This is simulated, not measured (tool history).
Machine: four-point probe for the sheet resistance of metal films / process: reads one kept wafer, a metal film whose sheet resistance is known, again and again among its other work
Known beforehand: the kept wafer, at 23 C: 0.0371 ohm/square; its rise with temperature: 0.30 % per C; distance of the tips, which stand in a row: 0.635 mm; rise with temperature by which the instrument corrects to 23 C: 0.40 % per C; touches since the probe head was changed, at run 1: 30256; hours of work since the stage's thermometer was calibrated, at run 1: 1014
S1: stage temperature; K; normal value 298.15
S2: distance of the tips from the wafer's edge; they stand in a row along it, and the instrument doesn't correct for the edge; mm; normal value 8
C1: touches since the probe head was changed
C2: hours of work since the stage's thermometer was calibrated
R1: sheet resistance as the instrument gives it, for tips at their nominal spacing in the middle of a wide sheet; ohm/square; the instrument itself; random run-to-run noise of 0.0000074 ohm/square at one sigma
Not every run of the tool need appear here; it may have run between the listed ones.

run	hour	S1	S2	C1	C2	R1
1	0.0	298.15	8	30256	1014	0.037011
2	21.2	298.15	8	31003	1025	0.037019
3	42.8	298.15	8	31765	1036	0.037004
4	63.8	303.15	8	32503	1046	0.036821
5	103.2	298.15	8	33892	1066	0.037013
6	130.6	298.15	8	34857	1080	0.037014
7	159.3	298.15	8	35869	1094	0.037006
8	196.0	298.15	8	37163	1113	0.037027
9	227.8	298.15	8	38284	1129	0.037019
10	255.3	298.15	8	39250	1142	0.037023
11	296.6	298.15	8	40706	1163	0.037005
12	333.6	298.15	8	42011	1182	0.037008
# hour 337.8: stage's thermometer calibrated
13	370.9	298.15	22	43307	17	0.036906
14	400.5	294.15	48	44349	31	0.037047
15	431.1	294.15	48	45429	47	0.037049
# hour 449.9: stage's thermometer calibrated, once more
16	465.5	303.15	25	46623	8	0.036776
17	499.0	303.15	25	47804	25	0.036780
18	529.9	304.15	21	48892	40	0.036756
19	556.2	307.15	18	49818	53	0.036639
20	584.9	307.15	18	50829	68	0.036643
21	624.1	307.15	18	52209	87	0.036649
22	660.5	291.15	51	53493	105	0.037220
23	678.1	291.15	51	54114	114	0.037218

What will run 24 give?
24	720.3	299.15	11	55601	135	?

{"run 24": {"R1": 0.036991}}
With no hidden state in the tool, this same run would have given R1 0.037062 ohm/square.

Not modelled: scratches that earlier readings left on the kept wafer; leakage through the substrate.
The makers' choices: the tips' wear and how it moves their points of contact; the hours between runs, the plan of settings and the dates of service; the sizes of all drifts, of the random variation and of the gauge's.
